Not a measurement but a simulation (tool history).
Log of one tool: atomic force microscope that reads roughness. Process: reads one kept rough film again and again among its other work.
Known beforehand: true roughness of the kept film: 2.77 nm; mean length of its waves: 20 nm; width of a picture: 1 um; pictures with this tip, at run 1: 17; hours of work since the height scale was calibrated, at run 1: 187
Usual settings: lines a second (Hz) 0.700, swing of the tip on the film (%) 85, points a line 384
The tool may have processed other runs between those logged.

| run | hour | lines a second (Hz) | swing of the tip on the film (%) | points a line | pictures with this tip | hours of work since the height scale was calibrated | roughness of the kept film (nm (root mean square)) |
|---|---|---|---|---|---|---|---|
| 1 | 0.0 | 0.700 | 85 | 384 | 17 | 187 | 2.095 |
| 2 | 16.2 | 0.700 | 85 | 384 | 48 | 197 | 2.067 |
| 3 | 30.1 | 0.700 | 85 | 384 | 75 | 206 | 2.027 |
| 4 | 54.3 | 1.644 | 85 | 384 | 123 | 221 | 1.786 |
| 5 | 67.5 | 1.644 | 85 | 384 | 148 | 229 | 1.773 |
| 6 | 94.1 | 0.700 | 85 | 384 | 200 | 246 | 1.895 |
| 7 | 121.5 | 0.700 | 85 | 384 | 253 | 263 | 1.834 |
| 8 | 134.4 | 0.700 | 85 | 384 | 279 | 271 | 1.813 |
| 9 | 152.8 | 0.700 | 85 | 384 | 314 | 283 | 1.789 |
| 10 | 179.9 | 0.700 | 85 | 384 | 367 | 300 | 1.729 |
|  | 189.2 | new tip fitted |
| 11 | 205.9 | 0.529 | 85 | 384 | 33 | 316 | 2.120 |
| 12 | 227.7 | 0.529 | 85 | 384 | 75 | 330 | 2.088 |
| 13 | 248.9 | 0.700 | 68 | 384 | 116 | 343 | 2.088 |
| 14 | 264.7 | 0.700 | 68 | 384 | 147 | 353 | 2.030 |
| 15 | 291.3 | 0.700 | 68 | 384 | 199 | 369 | 1.998 |
| 16 | 308.5 | 0.700 | 68 | 384 | 233 | 380 | 1.976 |
| 17 | 335.4 | 0.700 | 68 | 384 | 285 | 397 | 1.894 |
| 18 | 356.3 | 0.700 | 68 | 384 | 325 | 410 | 1.859 |
| 19 | 381.1 | 0.700 | 85 | 384 | 374 | 426 | 1.736 |
|  | 386.8 | new tip fitted |
| 20 | 395.8 | 0.700 | 85 | 384 | 18 | 435 | 2.122 |
| 21 | 422.4 | 0.700 | 85 | 384 | 69 | 451 | 2.026 |
|  | 425.6 | height scale calibrated on a step standard |
| 22 | 441.1 | 0.700 | 85 | 384 | 104 | 10 | 1.996 |
| 23 | 466.1 | 0.700 | 85 | 384 | 152 | 25 | 1.952 |
|  | 478.0 | height scale calibrated on a step standard, once more |
| 24 | 478.9 | 0.700 | 85 | 384 | 175 | 1 | 1.913 |
| 25 | 495.4 | 1.872 | 85 | 384 | 208 | 11 | 1.699 |
| 26 | 515.0 | 1.872 | 85 | 384 | 246 | 23 | 1.644 |
| 27 | 528.3 | 1.872 | 85 | 384 | 272 | 31 | 1.628 |
| 28 | 548.7 | 0.737 | 85 | 384 | 311 | 44 | 1.781 |
| 29 | 575.0 | 2.513 | 79 | 1023 | 363 | 61 | 1.593 |
|  | 585.4 | new tip fitted |
| 30 | 590.8 | 0.666 | 85 | 384 | 10 | 70 | 2.095 |
| 31 | 617.8 | 0.666 | 74 | 458 | 63 | 87 | 2.096 |
| 32 | 636.2 | 0.666 | 74 | 458 | 99 | 99 | 2.070 |
| 33 | 656.9 | 0.666 | 74 | 458 | 139 | 112 | 2.022 |
| 34 | 680.2 | 0.666 | 74 | 458 | 184 | 126 | 1.971 |
| 35 | 699.9 | 0.666 | 74 | 458 | 223 | 139 | 1.928 |
| 36 | 714.3 | 1.984 | 85 | 384 | 251 | 148 | 1.617 |
| 37 | 729.2 | 1.771 | 56 | 716 | 280 | 157 | 1.901 |
| 38 | 743.2 | 1.881 | 78 | 320 | 307 | 166 | 1.647 |
| 39 | 756.9 | 1.881 | 78 | 320 | 334 | 174 | 1.626 |
| 40 | 774.7 | 1.881 | 78 | 320 | 368 | 186 | 1.605 |
|  | 783.4 | new tip fitted |
| 41 | 795.3 | 0.736 | 68 | 276 | 24 | 198 | 2.148 |
| 42 | 811.0 | 0.736 | 68 | 276 | 54 | 208 | 2.091 |
| 43 | 832.7 | 0.736 | 68 | 276 | 96 | 222 | 2.060 |
| 44 | 850.8 | 0.736 | 68 | 276 | 132 | 233 | 2.010 |
| 45 | 872.5 | 0.736 | 68 | 276 | 174 | 246 | 1.949 |
| 46 | 884.7 | 3.182 | 66 | 384 | 198 | 254 | 1.814 |
| 47 | 904.7 | 3.818 | 85 | 385 | 237 | 267 | 1.393 |
| 48 | 916.7 | 1.955 | 86 | 575 | 260 | 274 | 1.607 |
| 49 | 929.4 | 0.700 | 78 | 384 | 285 | 282 | 1.838 |
| 50 | 955.3 | 1.530 | 57 | 384 | 335 | 298 | 1.832 |
| 51 | 970.4 | 1.530 | 57 | 384 | 365 | 308 | 1.793 |
|  | 979.2 | new tip fitted |
| 52 | 997.0 | 0.922 | 70 | 300 | 34 | 324 | 2.101 |
| 53 | 1022.7 | 0.700 | 71 | 259 | 84 | 340 | 2.042 |
| 54 | 1050.0 | 0.700 | 71 | 259 | 137 | 357 | 1.976 |

Hidden state or all else? Some run-to-run changes of roughness of the kept film (nm (root mean square)), split into what the settings, what came in and random variation would give without the hidden state, and what is left for the hidden state (with any gauge scatter that isn't in both results):
What the log doesn't record here: radius of the tip, nm; height scale over the true one, %; drift of the gauge itself on roughness_nm, %.
Run 10 -> 11: lines a second (Hz) 0.700 -> 0.529, new tip fitted. roughness of the kept film (nm (root mean square)) +0.391: hidden state +0.351, all else +0.040.
Run 19 -> 20: new tip fitted. roughness of the kept film (nm (root mean square)) +0.386: hidden state +0.365, all else +0.021.
Run 29 -> 30: lines a second (Hz) 2.513 -> 0.666, swing of the tip on the film (%) 79 -> 85, points a line 1023 -> 384, new tip fitted. roughness of the kept film (nm (root mean square)) +0.502: hidden state +0.319, all else +0.183.
Run 40 -> 41: lines a second (Hz) 1.881 -> 0.736, swing of the tip on the film (%) 78 -> 68, points a line 320 -> 276, new tip fitted. roughness of the kept film (nm (root mean square)) +0.543: hidden state +0.331, all else +0.212.
Run 46 -> 47: lines a second (Hz) 3.182 -> 3.818, swing of the tip on the film (%) 66 -> 85, points a line 384 -> 385. roughness of the kept film (nm (root mean square)) -0.421: hidden state +0.020, all else -0.441.
Run 51 -> 52: lines a second (Hz) 1.530 -> 0.922, swing of the tip on the film (%) 57 -> 70, points a line 384 -> 300, new tip fitted. roughness of the kept film (nm (root mean square)) +0.308: hidden state +0.347, all else -0.039.
